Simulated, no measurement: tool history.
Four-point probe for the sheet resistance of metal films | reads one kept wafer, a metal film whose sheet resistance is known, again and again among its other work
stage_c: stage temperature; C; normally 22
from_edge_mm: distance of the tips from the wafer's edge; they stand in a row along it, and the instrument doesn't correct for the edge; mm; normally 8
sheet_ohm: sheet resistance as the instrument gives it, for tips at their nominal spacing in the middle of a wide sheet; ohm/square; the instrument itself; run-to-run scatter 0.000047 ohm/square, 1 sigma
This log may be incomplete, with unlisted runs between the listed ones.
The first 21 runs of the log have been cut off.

| run | day | stage_c | from_edge_mm | sheet_ohm |
|---|---|---|---|---|
| 22 | 30.85 | 22 | 17 | 0.231267 |
| 23 | 32.312 | 35 | 6 | 0.2361 |
| 24 | 34.354 | 32 | 24 | 0.23252 |
| 25 | 35.554 | 19 | 26 | 0.230795 |
| 26 | 36.838 | 29 | 5 | 0.236855 |
| 27 | 38.375 | 27 | 26 | 0.231952 |
| 28 | 39.308 | 21 | 63 | 0.230991 |
| 29 | 41.425 | 32 | 31 | 0.232557 |
|  | 43.488 | new probe head fitted |
| 30 | 43.488 | 21 | 29 | 0.232118 |
| 31 | 45.542 | 34 | 7 | 0.236333 |
| 32 | 47.512 | 21 | 5 | 0.237008 |
| 33 | 49.65 | 21 | 5 | 0.237012 |
| 34 | 50.688 | 34 | 19 | 0.234143 |
| 35 | 51.958 | 34 | 19 | 0.234236 |
| 36 | 53.629 | 30 | 44 | 0.233451 |
| 37 | 55.762 | 22 | 22 | 0.232606 |
| 38 | 57.167 | 22 | 22 | 0.232728 |
| 39 | 58.821 | 18 | 22 | 0.232149 |
| 40 | 60.883 | 35 | 6 | 0.237682 |
| 41 | 62.788 | 35 | 6 | 0.23768 |
| 42 | 64.092 | 26 | 4 | 0.240645 |
| 43 | 66.021 | 23 | 72 | 0.23285 |
| 44 | 67.204 | 23 | 72 | 0.232686 |

Branching from run 44: 3 alternative next runs. What would each branch give?
| A | 68.375 | 21 | 3 | ? |
| B | 68.375 | 29 | 52 | ? |
| C | 68.375 | 35 | 24 | ? |

| run | sheet_ohm |
|---|---|
| A | 0.245504 |
| B | 0.233545 |
| C | 0.234607 |
Take away the tool's hidden state, keep each run's random variation, and the runs would have read:
| run | sheet_ohm |
|---|---|
| A | 0.243553 |
| B | 0.231673 |
| C | 0.232723 |
